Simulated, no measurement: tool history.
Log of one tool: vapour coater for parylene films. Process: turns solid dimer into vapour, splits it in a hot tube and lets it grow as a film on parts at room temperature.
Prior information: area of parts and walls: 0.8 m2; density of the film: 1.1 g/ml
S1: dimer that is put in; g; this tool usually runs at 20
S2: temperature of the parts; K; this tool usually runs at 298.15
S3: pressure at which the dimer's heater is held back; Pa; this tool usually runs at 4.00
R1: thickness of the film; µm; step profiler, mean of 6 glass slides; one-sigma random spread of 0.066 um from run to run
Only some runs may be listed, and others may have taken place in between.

| run | hour | S1 | S2 | S3 | R1 |
|---|---|---|---|---|---|
| 1 | 0.0 | 20 | 298.15 | 4.00 | 11.47 |
| 2 | 58.1 | 20 | 298.15 | 4.00 | 11.43 |
| 3 | 107.9 | 20 | 298.15 | 4.00 | 11.17 |
| 4 | 195.5 | 20 | 298.15 | 4.00 | 11.34 |
| 5 | 246.7 | 20 | 298.15 | 4.00 | 11.20 |
| 6 | 308.4 | 20 | 298.15 | 4.00 | 11.26 |
|  | 320.7 | trap's valve overhauled |
| 7 | 373.3 | 26 | 302.15 | 3.86 | 12.63 |
| 8 | 447.3 | 26 | 302.15 | 3.86 | 12.76 |

Run 9 is up next; what results do you expect?
| 9 | 530.7 | 15 | 300.15 | 4.00 | ? |

R1: 7.69 µm
Minus the tool's unlogged condition, the same run would have read R1 8.14 µm.
